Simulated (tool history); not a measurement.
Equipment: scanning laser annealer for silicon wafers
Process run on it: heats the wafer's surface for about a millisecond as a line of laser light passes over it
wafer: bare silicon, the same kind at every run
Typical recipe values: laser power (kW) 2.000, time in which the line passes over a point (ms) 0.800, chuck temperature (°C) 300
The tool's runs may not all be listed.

| run | day | laser power (kW) | time in which the line passes over a point (ms) | chuck temperature (°C) | highest temperature of the surface (°C) |
|---|---|---|---|---|---|
| 1 | 0.000 | 2.000 | 0.800 | 300 | 1013 |
| 2 | 0.292 | 2.000 | 0.800 | 300 | 1011 |
| 3 | 0.625 | 2.000 | 0.800 | 300 | 1009 |
| 4 | 0.838 | 2.000 | 0.992 | 300 | 1094 |
| 5 | 1.050 | 2.000 | 0.991 | 300 | 1098 |
| 6 | 1.392 | 2.000 | 0.800 | 300 | 1014 |
| 7 | 1.562 | 2.000 | 0.800 | 300 | 1008 |
| 8 | 1.862 | 2.000 | 0.800 | 300 | 1008 |
|  | 2.100 | window over the wafer cleaned |
| 9 | 2.271 | 2.000 | 0.800 | 300 | 1054 |
| 10 | 2.479 | 2.000 | 0.800 | 300 | 1055 |
| 11 | 2.804 | 2.000 | 0.800 | 300 | 1054 |
| 12 | 3.150 | 2.000 | 0.800 | 300 | 1055 |
| 13 | 3.471 | 2.071 | 0.624 | 294 | 978 |
| 14 | 3.667 | 2.071 | 0.624 | 294 | 979 |
| 15 | 3.938 | 2.071 | 0.624 | 303 | 990 |
| 16 | 4.100 | 1.910 | 0.726 | 314 | 997 |
| 17 | 4.367 | 1.910 | 0.872 | 285 | 1036 |
| 18 | 4.579 | 2.000 | 0.800 | 315 | 1069 |
| 19 | 4.962 | 2.000 | 0.732 | 300 | 1017 |
| 20 | 5.121 | 2.098 | 0.725 | 282 | 1032 |
| 21 | 5.388 | 2.015 | 0.562 | 312 | 940 |
| 22 | 5.638 | 2.015 | 0.562 | 312 | 939 |

Predict each of these 5 candidate next runs independently; none follows another, all start after run 22:
| A | 5.850 | 2.066 | 0.595 | 302 | ? |
| B | 5.850 | 2.000 | 0.891 | 308 | ? |
| C | 5.850 | 1.947 | 0.815 | 266 | ? |
| D | 5.850 | 2.167 | 0.562 | 336 | ? |
| E | 5.850 | 2.055 | 0.626 | 312 | ? |

| run | highest temperature of the surface (°C) |
|---|---|
| A | 963 |
| B | 1103 |
| C | 1006 |
| D | 1011 |
| E | 989 |
Stripped of hidden state, with their random variation kept, the same runs would have yielded:
| run | highest temperature of the surface (°C) |
|---|---|
| A | 972 |
| B | 1114 |
| C | 1016 |
| D | 1020 |
| E | 998 |

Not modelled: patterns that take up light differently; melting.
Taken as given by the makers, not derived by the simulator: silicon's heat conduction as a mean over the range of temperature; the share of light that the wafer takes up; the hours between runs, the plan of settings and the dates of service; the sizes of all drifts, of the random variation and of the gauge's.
